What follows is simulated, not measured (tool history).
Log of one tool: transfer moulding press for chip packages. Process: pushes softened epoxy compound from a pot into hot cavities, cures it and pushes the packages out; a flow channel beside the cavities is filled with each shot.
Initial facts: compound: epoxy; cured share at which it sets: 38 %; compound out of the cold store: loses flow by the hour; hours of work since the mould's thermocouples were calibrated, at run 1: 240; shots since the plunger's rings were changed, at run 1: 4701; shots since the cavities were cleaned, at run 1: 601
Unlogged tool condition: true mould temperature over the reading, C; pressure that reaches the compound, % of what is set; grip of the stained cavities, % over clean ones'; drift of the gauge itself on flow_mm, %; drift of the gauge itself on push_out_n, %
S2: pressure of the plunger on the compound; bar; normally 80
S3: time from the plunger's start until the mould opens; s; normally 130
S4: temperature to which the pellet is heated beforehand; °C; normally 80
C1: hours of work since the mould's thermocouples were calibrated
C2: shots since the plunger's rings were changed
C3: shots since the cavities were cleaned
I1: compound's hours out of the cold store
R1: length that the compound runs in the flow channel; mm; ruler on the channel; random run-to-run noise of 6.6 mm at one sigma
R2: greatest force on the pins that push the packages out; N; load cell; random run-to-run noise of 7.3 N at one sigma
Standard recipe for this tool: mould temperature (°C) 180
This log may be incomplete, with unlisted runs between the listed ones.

{"run": 1, "day": 0.0, "mould temperature (°C)": 180, "S2": 80, "S3": 130, "S4": 80, "C1": 240, "C2": 4701, "C3": 601, "I1": 29.5, "R1": 753, "R2": 311}
{"run": 2, "day": 0.262, "mould temperature (°C)": 180, "S2": 78.4, "S3": 130, "S4": 80, "C1": 244, "C2": 4766, "C3": 666, "I1": 21.3, "R1": 760, "R2": 316}
{"day": 0.858, "done": "cavities cleaned with cleaning compound and waxed"}
{"run": 3, "day": 0.879, "mould temperature (°C)": 180, "S2": 78.4, "S3": 130, "S4": 80, "C1": 254, "C2": 4905, "C3": 6, "I1": 35.9, "R1": 733, "R2": 305}
{"run": 4, "day": 1.371, "mould temperature (°C)": 180, "S2": 78.4, "S3": 130, "S4": 80, "C1": 263, "C2": 5028, "C3": 129, "I1": 20.3, "R1": 761, "R2": 302}
{"run": 5, "day": 1.688, "mould temperature (°C)": 182, "S2": 80, "S3": 130, "S4": 80, "C1": 269, "C2": 5107, "C3": 208, "I1": 9.7, "R1": 790, "R2": 309}
{"run": 6, "day": 2.112, "mould temperature (°C)": 180, "S2": 80, "S3": 130, "S4": 82, "C1": 276, "C2": 5214, "C3": 315, "I1": 47.1, "R1": 693, "R2": 309}
{"run": 7, "day": 2.679, "mould temperature (°C)": 180, "S2": 80, "S3": 130, "S4": 82, "C1": 286, "C2": 5355, "C3": 456, "I1": 15.1, "R1": 785, "R2": 307}
{"run": 8, "day": 3.175, "mould temperature (°C)": 180, "S2": 80, "S3": 130, "S4": 82, "C1": 295, "C2": 5479, "C3": 580, "I1": 33.4, "R1": 724, "R2": 313}
{"run": 9, "day": 3.567, "mould temperature (°C)": 180, "S2": 80, "S3": 122, "S4": 80, "C1": 302, "C2": 5577, "C3": 678, "I1": 19, "R1": 779, "R2": 337}
{"run": 10, "day": 3.938, "mould temperature (°C)": 180, "S2": 80, "S3": 130, "S4": 80, "C1": 309, "C2": 5670, "C3": 771, "I1": 38.9, "R1": 717, "R2": 307}
{"day": 4.129, "done": "cavities cleaned with cleaning compound and waxed"}
{"run": 11, "day": 4.433, "mould temperature (°C)": 180, "S2": 80, "S3": 130, "S4": 80, "C1": 316, "C2": 5778, "C3": 76, "I1": 35.6, "R1": 719, "R2": 314}
{"run": 12, "day": 4.675, "mould temperature (°C)": 180, "S2": 80, "S3": 130, "S4": 84, "C1": 321, "C2": 5838, "C3": 136, "I1": 11.5, "R1": 797, "R2": 326}
{"run": 13, "day": 4.925, "mould temperature (°C)": 180, "S2": 80, "S3": 130, "S4": 80, "C1": 325, "C2": 5901, "C3": 199, "I1": 17.5, "R1": 768, "R2": 303}
{"run": 14, "day": 5.446, "mould temperature (°C)": 180, "S2": 80, "S3": 130, "S4": 80, "C1": 334, "C2": 6031, "C3": 329, "I1": 23.8, "R1": 764, "R2": 315}
{"run": 15, "day": 5.867, "mould temperature (°C)": 180, "S2": 80, "S3": 130, "S4": 80, "C1": 342, "C2": 6137, "C3": 435, "I1": 47.9, "R1": 699, "R2": 297}
{"run": 16, "day": 6.35, "mould temperature (°C)": 180, "S2": 94.4, "S3": 160, "S4": 82, "C1": 350, "C2": 6257, "C3": 555, "I1": 37, "R1": 784, "R2": 293}
{"run": 17, "day": 6.842, "mould temperature (°C)": 180, "S2": 94.4, "S3": 160, "S4": 82, "C1": 359, "C2": 6380, "C3": 678, "I1": 17.2, "R1": 839, "R2": 293}
{"run": 18, "day": 7.292, "mould temperature (°C)": 180, "S2": 94.4, "S3": 160, "S4": 82, "C1": 367, "C2": 6493, "C3": 791, "I1": 20.4, "R1": 824, "R2": 283}
{"day": 7.392, "done": "cavities cleaned with cleaning compound and waxed"}
{"run": 19, "day": 7.892, "mould temperature (°C)": 180, "S2": 94.4, "S3": 160, "S4": 83, "C1": 377, "C2": 6627, "C3": 125, "I1": 33.3, "R1": 807, "R2": 297}
{"run": 20, "day": 8.338, "mould temperature (°C)": 172, "S2": 90.7, "S3": 120, "S4": 80, "C1": 384, "C2": 6739, "C3": 237, "I1": 35.8, "R1": 800, "R2": 482}
{"run": 21, "day": 8.817, "mould temperature (°C)": 174, "S2": 97.1, "S3": 170, "S4": 76, "C1": 393, "C2": 6858, "C3": 356, "I1": 9.9, "R1": 900, "R2": 297}
{"day": 8.95, "done": "plunger's sealing rings changed"}
{"run": 22, "day": 9.396, "mould temperature (°C)": 182, "S2": 83.5, "S3": 130, "S4": 75, "C1": 401, "C2": 112, "C3": 476, "I1": 28, "R1": 760, "R2": 285}
{"run": 23, "day": 9.788, "mould temperature (°C)": 178, "S2": 73.3, "S3": 142, "S4": 76, "C1": 408, "C2": 209, "C3": 573, "I1": 36.1, "R1": 697, "R2": 303}
{"run": 24, "day": 10.333, "mould temperature (°C)": 187, "S2": 79.3, "S3": 144, "S4": 80, "C1": 418, "C2": 346, "C3": 710, "I1": 44.8, "R1": 673, "R2": 294}
{"run": 25, "day": 10.588, "mould temperature (°C)": 187, "S2": 79.3, "S3": 144, "S4": 80, "C1": 423, "C2": 409, "C3": 773, "I1": 13.1, "R1": 761, "R2": 297}
{"day": 10.762, "done": "cavities cleaned with cleaning compound and waxed"}
{"run": 26, "day": 11.196, "mould temperature (°C)": 187, "S2": 93.6, "S3": 132, "S4": 73, "C1": 432, "C2": 546, "C3": 109, "I1": 19.6, "R1": 814, "R2": 276}
{"run": 27, "day": 11.517, "mould temperature (°C)": 177, "S2": 80, "S3": 151, "S4": 80, "C1": 438, "C2": 626, "C3": 189, "I1": 35.5, "R1": 737, "R2": 292}
{"run": 28, "day": 11.992, "mould temperature (°C)": 185, "S2": 80, "S3": 120, "S4": 88, "C1": 446, "C2": 745, "C3": 308, "I1": 18.8, "R1": 755, "R2": 297}
{"run": 29, "day": 12.554, "mould temperature (°C)": 180, "S2": 80, "S3": 159, "S4": 79, "C1": 456, "C2": 886, "C3": 449, "I1": 29.5, "R1": 755, "R2": 290}

Hidden state at the last listed run before each entry between runs and at the first one after, where it differs:
Between runs 2 and 3: cavities cleaned with cleaning compound and waxed (day 0.858)
  true mould temperature over the reading, C: 0.01 -> 0.02; pressure that reaches the compound, % of what is set: 99.71 -> 99.7; grip of the stained cavities, % over clean ones': 2.2 -> 0.1
Between runs 10 and 11: cavities cleaned with cleaning compound and waxed (day 4.129)
  pressure that reaches the compound, % of what is set: 99.66 -> 99.65; grip of the stained cavities, % over clean ones': 2.3 -> 0.5
Between runs 18 and 19: cavities cleaned with cleaning compound and waxed (day 7.392)
  pressure that reaches the compound, % of what is set: 99.61 -> 99.6; grip of the stained cavities, % over clean ones': 2.3 -> 0.8
Between runs 21 and 22: plunger's sealing rings changed (day 8.95)
  pressure that reaches the compound, % of what is set: 99.59 -> 99.99; grip of the stained cavities, % over clean ones': 1.6 -> 1.9
Between runs 25 and 26: cavities cleaned with cleaning compound and waxed (day 10.762)
  true mould temperature over the reading, C: 0.02 -> 0.03; pressure that reaches the compound, % of what is set: 99.97 -> 99.96; grip of the stained cavities, % over clean ones': 2.3 -> 0.7
